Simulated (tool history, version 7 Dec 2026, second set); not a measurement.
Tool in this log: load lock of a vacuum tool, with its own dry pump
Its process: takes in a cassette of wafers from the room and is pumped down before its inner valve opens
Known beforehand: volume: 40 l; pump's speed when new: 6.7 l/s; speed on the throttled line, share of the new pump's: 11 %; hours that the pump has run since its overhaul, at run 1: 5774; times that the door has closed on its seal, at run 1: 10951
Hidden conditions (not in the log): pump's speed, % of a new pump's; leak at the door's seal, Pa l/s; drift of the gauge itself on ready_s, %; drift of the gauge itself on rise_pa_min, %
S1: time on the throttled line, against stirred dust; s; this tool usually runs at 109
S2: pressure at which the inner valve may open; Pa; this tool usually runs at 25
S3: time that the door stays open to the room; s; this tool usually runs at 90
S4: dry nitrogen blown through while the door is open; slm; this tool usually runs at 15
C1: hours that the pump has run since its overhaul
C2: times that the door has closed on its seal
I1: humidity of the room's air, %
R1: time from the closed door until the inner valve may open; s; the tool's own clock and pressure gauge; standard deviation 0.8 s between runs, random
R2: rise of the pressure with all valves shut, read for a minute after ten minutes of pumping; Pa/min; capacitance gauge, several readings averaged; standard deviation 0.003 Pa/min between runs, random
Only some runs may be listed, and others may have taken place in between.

| run | hour | S1 | S2 | S3 | S4 | C1 | C2 | I1 | R1 | R2 |
|---|---|---|---|---|---|---|---|---|---|---|
| 1 | 0.0 | 109 | 25 | 90 | 15 | 5774 | 10951 | 47.2 | 148.6 | 0.063 |
| 2 | 618.0 | 109 | 25 | 90 | 15 | 6392 | 11621 | 44.5 | 151.1 | 0.057 |
| 3 | 1020.7 | 109 | 25 | 90 | 15 | 6795 | 12058 | 43.9 | 150.2 | 0.055 |
| 4 | 1275.7 | 109 | 25 | 90 | 15 | 7050 | 12335 | 45.4 | 151.0 | 0.059 |
| 5 | 1663.4 | 109 | 25 | 90 | 15 | 7437 | 12755 | 45.4 | 150.9 | 0.063 |
| 6 | 2041.0 | 109 | 25 | 90 | 15 | 7815 | 13165 | 44.9 | 150.7 | 0.058 |
| 7 | 2491.3 | 109 | 25 | 90 | 15 | 8265 | 13654 | 43.7 | 150.9 | 0.067 |
| 8 | 3031.7 | 109 | 25 | 90 | 15 | 8806 | 14240 | 45.4 | 151.5 | 0.068 |
| 9 | 3589.1 | 109 | 25 | 90 | 15 | 9363 | 14845 | 44.8 | 151.2 | 0.061 |
| 10 | 4205.6 | 109 | 25 | 90 | 15 | 9979 | 15514 | 40.5 | 151.1 | 0.063 |
| 11 | 4613.7 | 109 | 25 | 90 | 15 | 10388 | 15956 | 45.6 | 152.5 | 0.067 |
| 12 | 5188.8 | 109 | 40 | 90 | 15 | 10963 | 16580 | 50.1 | 148.5 | 0.075 |
| 13 | 5677.2 | 135 | 25 | 90 | 15 | 11451 | 17110 | 44.7 | 177.4 | 0.064 |
| 14 | 6166.7 | 135 | 25 | 90 | 15 | 11941 | 17641 | 46.8 | 174.6 | 0.064 |
| 15 | 6438.1 | 109 | 29 | 90 | 35 | 12212 | 17936 | 44.9 | 151.6 | 0.055 |
| 16 | 6719.6 | 64 | 21 | 90 | 18 | 12493 | 18241 | 44.5 | 115.5 | 0.064 |
| 17 | 7166.8 | 64 | 19 | 109 | 17 | 12941 | 18727 | 44.3 | 116.7 | 0.080 |
| 18 | 7606.3 | 64 | 19 | 109 | 17 | 13380 | 19203 | 46.8 | 115.5 | 0.077 |
| 19 | 8207.3 | 64 | 22 | 109 | 24 | 13981 | 19855 | 45.6 | 116.1 | 0.072 |
| 20 | 8672.7 | 153 | 49 | 57 | 8 | 14447 | 20360 | 42.6 | 188.7 | 0.068 |
| 21 | 9251.6 | 153 | 42 | 62 | 8 | 15025 | 20989 | 46.1 | 190.1 | 0.070 |
| 22 | 9560.2 | 156 | 25 | 90 | 9 | 15334 | 21323 | 42.0 | 196.9 | 0.086 |
| 23 | 10183.5 | 156 | 25 | 90 | 9 | 15957 | 22000 | 48.0 | 194.9 | 0.088 |
| 24 | 10758.3 | 77 | 29 | 90 | 26 | 16532 | 22623 | 45.4 | 126.9 | 0.070 |
| 25 | 11141.7 | 77 | 29 | 90 | 26 | 16916 | 23039 | 42.5 | 127.9 | 0.067 |

Difference, measured minus no-hidden-state, one row per run. Run-to-run variation is common to both terms; the gauge's own scatter need not be:
| run | R1 | R2 |
|---|---|---|
| 1 | +2.6 | +0.009 |
| 2 | +2.9 | +0.010 |
| 3 | +3.2 | +0.011 |
| 4 | +3.3 | +0.011 |
| 5 | +3.4 | +0.012 |
| 6 | +3.7 | +0.012 |
| 7 | +3.9 | +0.013 |
| 8 | +4.3 | +0.014 |
| 9 | +4.6 | +0.015 |
| 10 | +4.8 | +0.016 |
| 11 | +5.1 | +0.017 |
| 12 | +5.0 | +0.018 |
| 13 | +5.4 | +0.018 |
| 14 | +5.5 | +0.019 |
| 15 | +6.2 | +0.020 |
| 16 | +7.4 | +0.021 |
| 17 | +7.8 | +0.021 |
| 18 | +8.1 | +0.021 |
| 19 | +8.5 | +0.023 |
| 20 | +5.8 | +0.024 |
| 21 | +6.4 | +0.025 |
| 22 | +7.2 | +0.026 |
| 23 | +7.5 | +0.027 |
| 24 | +9.5 | +0.029 |
| 25 | +9.9 | +0.030 |
